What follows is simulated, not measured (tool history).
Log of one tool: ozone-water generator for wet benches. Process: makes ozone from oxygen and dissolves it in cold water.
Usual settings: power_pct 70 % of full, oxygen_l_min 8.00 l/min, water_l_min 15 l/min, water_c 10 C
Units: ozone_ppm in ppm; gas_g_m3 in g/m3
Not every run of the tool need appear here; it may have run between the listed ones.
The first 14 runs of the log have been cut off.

| run | hour | power_pct | oxygen_l_min | water_l_min | water_c | ozone_ppm | gas_g_m3 |
|---|---|---|---|---|---|---|---|
| 15 | 806.7 | 70 | 8.00 | 15 | 10 | 31.1 | 202.2 |
| 16 | 854.0 | 70 | 8.00 | 15 | 10 | 31.6 | 202.1 |
| 17 | 926.5 | 70 | 8.00 | 15 | 6 | 33.4 | 203.9 |
| 18 | 1003.9 | 70 | 8.00 | 15 | 13 | 29.7 | 203.4 |
| 19 | 1066.3 | 70 | 12.72 | 15 | 18 | 22.5 | 148.3 |
| 20 | 1139.8 | 70 | 12.72 | 15 | 18 | 22.8 | 149.1 |
| 21 | 1174.3 | 70 | 8.00 | 15 | 13 | 29.3 | 200.4 |
| 22 | 1244.4 | 70 | 9.94 | 15 | 13 | 27.6 | 176.2 |
| 23 | 1304.3 | 61 | 6.08 | 15 | 10 | 30.2 | 221.5 |
| 24 | 1377.4 | 61 | 6.08 | 15 | 10 | 30.0 | 223.3 |
| 25 | 1436.5 | 61 | 6.08 | 15 | 10 | 29.7 | 222.8 |
| 26 | 1494.9 | 61 | 4.58 | 15 | 12 | 30.0 | 267.5 |
| 27 | 1534.8 | 87 | 9.95 | 15 | 6 | 36.6 | 199.0 |
| 28 | 1605.2 | 57 | 11.79 | 9 | 12 | 31.3 | 138.6 |
| 29 | 1685.0 | 57 | 6.25 | 18 | 12 | 23.6 | 209.2 |
| 30 | 1747.8 | 57 | 6.25 | 18 | 12 | 23.9 | 208.2 |
| 31 | 1801.4 | 57 | 6.25 | 18 | 12 | 23.7 | 206.3 |
| 32 | 1875.6 | 89 | 8.00 | 20 | 10 | 28.0 | 233.4 |

Consider 5 possible next runs. They are alternatives, not a sequence: every one starts from the tool as it was left by run 32. What does each give?
| A | 1910.7 | 43 | 8.00 | 22 | 14 | ? | ? |
| B | 1910.7 | 53 | 12.07 | 18 | 10 | ? | ? |
| C | 1910.7 | 85 | 8.00 | 20 | 10 | ? | ? |
| D | 1910.7 | 70 | 8.00 | 15 | 6 | ? | ? |
| E | 1910.7 | 82 | 8.00 | 20 | 10 | ? | ? |

| run | ozone_ppm | gas_g_m3 |
|---|---|---|
| A | 15.7 | 148.9 |
| B | 20.6 | 129.6 |
| C | 27.7 | 225.9 |
| D | 32.9 | 199.9 |
| E | 27.0 | 220.6 |
What these runs would have given with no unlogged condition in the tool:
| run | ozone_ppm | gas_g_m3 |
|---|---|---|
| A | 16.9 | 152.6 |
| B | 22.3 | 133.4 |
| C | 30.3 | 234.8 |
| D | 35.8 | 207.0 |
| E | 29.6 | 229.2 |
